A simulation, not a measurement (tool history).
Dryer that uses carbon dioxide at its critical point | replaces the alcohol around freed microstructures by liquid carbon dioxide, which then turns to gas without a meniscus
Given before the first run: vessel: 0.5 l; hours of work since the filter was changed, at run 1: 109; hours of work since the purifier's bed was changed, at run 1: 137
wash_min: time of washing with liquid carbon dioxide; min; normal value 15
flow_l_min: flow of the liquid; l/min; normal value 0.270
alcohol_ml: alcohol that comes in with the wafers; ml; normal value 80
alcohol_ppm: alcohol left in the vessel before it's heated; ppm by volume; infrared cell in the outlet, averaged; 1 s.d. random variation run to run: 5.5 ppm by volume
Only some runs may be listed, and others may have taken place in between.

run   hour  wash_min  flow_l_min  alcohol_ml  hours of work since the filter was changed  hours of work since the purifier's bed was changed  alcohol_ppm
  1    0.0        15       0.270          80                                         109                                                 137          254
  2   12.8        15       0.270          80                                         119                                                 146          253
  3   26.1        15       0.270          80                                         128                                                 156          271
  4   46.0        15       0.270          80                                         143                                                 171          284
  5   62.1        15       0.170          80                                         155                                                 183         2234
  6   82.9        15       0.170          80                                         171                                                 198         2301
  7  101.1        15       0.170          80                                         184                                                 212         2385
  8  115.4        15       0.270          80                                         195                                                 222          334
  9  128.8        19       0.270          80                                         205                                                 232          155
 10  142.4        19       0.270          80                                         215                                                 242          162
 11  158.7        19       0.270          80                                         227                                                 254          165
 12  172.1        19       0.270          80                                         237                                                 264          171
 13  183.6        10       0.206          80                                         245                                                 273         5948
 14  200.4        24       0.248          60                                         258                                                 285          151
 15  209.5        18       0.270          41                                         265                                                 292          179
 16  228.8        15       0.270          52                                         279                                                 306          340

Estimate the outcome of run 17 from the log above:
 17  243.9        15       0.270          52                                         290                                                 318            ?

For run 17 the tool returned alcohol_ppm 336 ppm by volume.
Take away the tool's hidden state, keep the run-to-run variation as it was, and the same run would have given alcohol_ppm 95 ppm by volume.
